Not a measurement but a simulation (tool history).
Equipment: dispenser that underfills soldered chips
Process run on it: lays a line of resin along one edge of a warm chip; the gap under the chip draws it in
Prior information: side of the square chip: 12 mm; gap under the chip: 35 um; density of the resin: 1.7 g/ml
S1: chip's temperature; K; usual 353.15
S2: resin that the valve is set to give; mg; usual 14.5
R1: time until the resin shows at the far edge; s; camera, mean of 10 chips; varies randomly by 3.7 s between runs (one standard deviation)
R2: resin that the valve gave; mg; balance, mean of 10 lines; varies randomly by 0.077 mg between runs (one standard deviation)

run   hour      S1    S2      R1     R2
  1    0.0  353.15  14.5   428.2  13.83
  2    8.4  341.15  14.5  1112.2  13.77
  3   17.8  353.15  14.5   516.0  13.63
  4   27.6  353.15  14.5   407.7  13.66
  5   34.9  353.15  14.5   547.0  14.43
  6   39.6  353.15  14.5   684.8  14.47
  7   45.9  353.15  15.8   482.7  15.68
  8   50.4  353.15  14.5   604.9  14.43
  9   58.5  339.15  14.7   777.0  14.53
 10   63.2  358.15  12.9   442.4  12.77
 11   68.5  339.15  16.9  1237.7  16.71
 12   78.0  339.15  16.9  1007.2  16.55
 13   84.1  365.15  18.6   449.1  18.08
 14   90.6  361.15  16.8   353.0  16.42
 15   98.9  355.15  12.7   703.1  12.24
 16  103.2  364.15  12.5   296.3  12.03

Withheld: 8 entries from between the runs. Position of each, and hidden state at the listed run before versus the listed run after:
From run 2 to run 3: new syringe of resin (hour 11.7)
  resin's viscosity, % of fresh resin's: 165.9 -> 136.5; dose that the valve gives, % of what is set: 94.98 -> 94.53; true chip temperature over the reading, C: -0.94 -> -0.98
  measured minus no-state result, R1: +473.0 -> +155.5 s; R2: -0.72 -> -0.79 mg
From run 3 to run 4: new syringe of resin (hour 26.4)
  resin's viscosity, % of fresh resin's: 136.5 -> 106; dose that the valve gives, % of what is set: 94.53 -> 94.04; true chip temperature over the reading, C: -0.98 -> -1.03
  measured minus no-state result, R1: +155.5 -> +41.5 s; R2: -0.79 -> -0.86 mg
From run 4 to run 5: dispensing valve cleaned and set on the balance (hour 30.7)
  resin's viscosity, % of fresh resin's: 106 -> 143; dose that the valve gives, % of what is set: 94.04 -> 99.8; true chip temperature over the reading, C: -1.03 -> -1.05
  measured minus no-state result, R1: +41.5 -> +181.3 s; R2: -0.86 -> -0.03 mg
From run 6 to run 7: new syringe of resin (hour 41.7)
  resin's viscosity, % of fresh resin's: 179.2 -> 125.1; dose that the valve gives, % of what is set: 99.58 -> 99.27; true chip temperature over the reading, C: -1.07 -> -1.1
  measured minus no-state result, R1: +319.8 -> +114.6 s; R2: -0.06 -> -0.11 mg
From run 8 to run 9: new syringe of resin (hour 56.4)
  resin's viscosity, % of fresh resin's: 155.3 -> 109.7; dose that the valve gives, % of what is set: 99.06 -> 98.67; true chip temperature over the reading, C: -1.12 -> -1.15
  measured minus no-state result, R1: +233.8 -> +105.9 s; R2: -0.14 -> -0.19 mg
From run 11 to run 12: new syringe of resin (hour 70.8)
  resin's viscosity, % of fresh resin's: 176 -> 141.9; dose that the valve gives, % of what is set: 98.16 -> 97.71; true chip temperature over the reading, C: -1.2 -> -1.25
  measured minus no-state result, R1: +572.3 -> +337.5 s; R2: -0.31 -> -0.38 mg
From run 13 to run 14: new syringe of resin (hour 85.3)
  resin's viscosity, % of fresh resin's: 190.4 -> 127.8; dose that the valve gives, % of what is set: 97.4 -> 97.1; true chip temperature over the reading, C: -1.27 -> -1.3
  measured minus no-state result, R1: +224.7 -> +91.3 s; R2: -0.48 -> -0.48 mg
From run 15 to run 16: new syringe of resin (hour 99.6)
  resin's viscosity, % of fresh resin's: 190.2 -> 117.3; dose that the valve gives, % of what is set: 96.7 -> 96.51; true chip temperature over the reading, C: -1.34 -> -1.36
  measured minus no-state result, R1: +355.6 -> +58.6 s; R2: -0.42 -> -0.44 mg
